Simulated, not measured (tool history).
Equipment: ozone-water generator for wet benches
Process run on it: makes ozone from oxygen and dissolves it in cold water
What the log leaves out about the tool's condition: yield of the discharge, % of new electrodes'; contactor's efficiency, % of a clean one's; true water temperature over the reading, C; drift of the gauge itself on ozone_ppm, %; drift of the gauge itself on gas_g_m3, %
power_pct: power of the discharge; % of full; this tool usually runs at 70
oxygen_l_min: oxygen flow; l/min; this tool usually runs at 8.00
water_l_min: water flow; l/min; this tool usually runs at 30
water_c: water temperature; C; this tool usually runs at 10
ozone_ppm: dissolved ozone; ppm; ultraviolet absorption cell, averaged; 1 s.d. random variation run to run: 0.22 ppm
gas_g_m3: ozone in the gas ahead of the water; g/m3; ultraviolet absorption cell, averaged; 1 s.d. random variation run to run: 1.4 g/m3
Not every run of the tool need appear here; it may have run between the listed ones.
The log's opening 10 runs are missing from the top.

run   hour  power_pct  oxygen_l_min  water_l_min  water_c  hours of work since the electrodes were changed  hours of work since the contactor was cleaned  hours of work since the thermometer was calibrated  ozone_ppm  gas_g_m3
 11  232.2         70          8.00           24        7                                              479                                           2647                                                2820       40.9     255.6
 12  256.0         70          8.00           30       10                                              499                                           2667                                                2840       32.5     253.7
 13  277.6         70          8.00           42       10                                              517                                           2685                                                2858       22.5     254.3
 14  291.5         70          5.99           30       10                                              528                                           2696                                                2870       30.8     293.9
 15  304.5         70          8.00           30       10                                              539                                           2707                                                2881       32.4     254.2
 16  325.7         70          8.00           30       10                                              557                                           2725                                                2898       32.2     252.5
 17  343.0         70          6.62           21       10                                              571                                           2739                                                2913       42.9     279.2
 18  356.9         70         11.24           30       10                                              583                                           2751                                                2925       32.7     213.0
 19  385.8         70          4.04           38        7                                              607                                           2775                                                2949       22.3     352.9
 20  412.9         41          8.00           30        8                                              630                                           2798                                                2971       24.9     191.5
 21  434.2         61          8.00           26        6                                              648                                           2816                                                2989       35.9     235.9
 22  450.8         75          8.00           24       10                                              662                                           2830                                                3003       41.0     260.5
 23  468.3         75          8.00           39        6                                              676                                           2844                                                3018       27.0     261.6
 24  490.0         75          8.00           39        6                                              694                                           2862                                                3036       26.9     262.9
 25  519.8         84          8.00           40        6                                              719                                           2887                                                3061       27.6     276.5
 26  542.8         84          8.00           40        6                                              739                                           2907                                                3080       27.9     278.9
 27  558.6         48          8.00           20        6                                              752                                           2920                                                3093       39.6     208.5
 28  585.6         70          8.00           19       10                                              774                                           2942                                                3116       46.4     251.6
 29  612.7         75          8.54           19       10                                              797                                           2965                                                3138       48.4     253.1
 30  629.0         75          8.63           28       10                                              811                                           2979                                                3152       35.5     249.9
 31  661.5         44          5.20           28       10                                              838                                           3006                                                3179       24.9     245.5
 32  690.0         44          5.20           28       10                                              862                                           3030                                                3203       25.1     246.8

Branching from run 32: 4 alternative next runs. What would each branch give?
  A  712.3         70          8.50           30       10                                              880                                           3048                                                3222          ?         ?
  B  712.3         80          5.20           28        6                                              880                                           3048                                                3222          ?         ?
  C  712.3         44          5.20           28       10                                              880                                           3048                                                3222          ?         ?
  D  712.3         70          8.00           30        6                                              880                                           3048                                                3222          ?         ?

run  ozone_ppm  gas_g_m3
  A       32.3     244.3
  B       35.8     334.8
  C       25.2     243.2
  D       33.6     249.4
Without the tool's unlogged condition, the same runs would have read:
run  ozone_ppm  gas_g_m3
  A       32.3     249.7
  B       35.8     342.1
  C       25.2     248.4
  D       33.6     254.8
